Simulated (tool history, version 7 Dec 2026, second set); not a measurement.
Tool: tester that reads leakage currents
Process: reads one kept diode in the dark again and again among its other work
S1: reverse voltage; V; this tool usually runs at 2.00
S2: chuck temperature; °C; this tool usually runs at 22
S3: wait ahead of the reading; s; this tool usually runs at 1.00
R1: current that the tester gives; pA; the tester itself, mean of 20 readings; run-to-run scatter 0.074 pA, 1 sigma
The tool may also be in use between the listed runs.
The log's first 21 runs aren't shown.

Run 22, hour 3625.2: usual settings but S1 3.85 V, S3 8.83 s. Result: R1 23.42 pA.
Run 23, hour 3807.0: usual settings but S1 3.85 V, S3 1.21 s. Result: R1 24.30 pA.
Run 24, hour 3933.7: usual settings but S1 17.95 V, S3 1.21 s. Result: R1 51.00 pA.
Run 25, hour 4144.5: usual settings but S1 17.54 V, S2 49 °C. Result: R1 478.38 pA.
Run 26, hour 4376.4: usual settings but S1 3.12 V, S2 32 °C, S3 3.54 s. Result: R1 55.74 pA.
Run 27, hour 4500.4: usual settings but S1 4.89 V, S2 46 °C, S3 3.54 s. Result: R1 221.04 pA.
Run 28, hour 4680.9: usual settings but S1 5.62 V, S2 33 °C, S3 1.27 s. Result: R1 79.87 pA.
Run 29, hour 4842.2: usual settings but S2 32 °C, S3 2.27 s. Result: R1 46.54 pA.
Run 30, hour 4962.2: usual settings but S1 7.24 V, S2 50 °C, S3 0.53 s. Result: R1 361.63 pA.
Run 31, hour 5091.3: usual settings but S1 3.83 V, S3 4.97 s. Result: R1 26.92 pA.
Run 32, hour 5253.5: usual settings but S1 3.83 V, S3 4.97 s. Result: R1 27.23 pA.
Run 33, hour 5388.6: usual settings but S1 19.70 V, S2 47 °C. Result: R1 432.73 pA.
Run 34, hour 5495.0: usual settings but S1 1.70 V, S2 47 °C, S3 0.51 s. Result: R1 157.09 pA.
Run 35, hour 5689.4: usual settings but S1 1.70 V, S2 47 °C, S3 0.51 s. Result: R1 156.78 pA.
Run 36, hour 5864.2: usual settings but S1 1.37 V, S2 33 °C, S3 0.51 s. Result: R1 43.99 pA.
Run 37, hour 6052.1: usual settings but S1 2.48 V, S2 33 °C, S3 4.55 s. Result: R1 56.89 pA.
Run 38, hour 6263.7: usual settings but S1 1.13 V, S2 33 °C, S3 4.55 s. Result: R1 40.28 pA.

Each row is a separate what-if for the run after 38, all from the same tool condition, not one after another. Results?
Run A, hour 6452.3: usual settings but S1 14.81 V, S2 25 °C, S3 4.55 s. Result: R1 ?.
Run B, hour 6452.3: usual settings but S1 6.28 V, S2 26 °C. Result: R1 ?.
Run C, hour 6452.3: usual settings but S1 13.19 V, S2 57 °C. Result: R1 ?.
Run D, hour 6452.3: usual settings but S1 2.53 V, S2 39 °C, S3 4.13 s. Result: R1 ?.

run      R1
  A   82.09
  B   53.59
  C  794.26
  D   94.36
Had the tool no hidden state, the same runs would have come out as:
run      R1
  A   52.44
  B   42.05
  C  802.50
  D   93.84
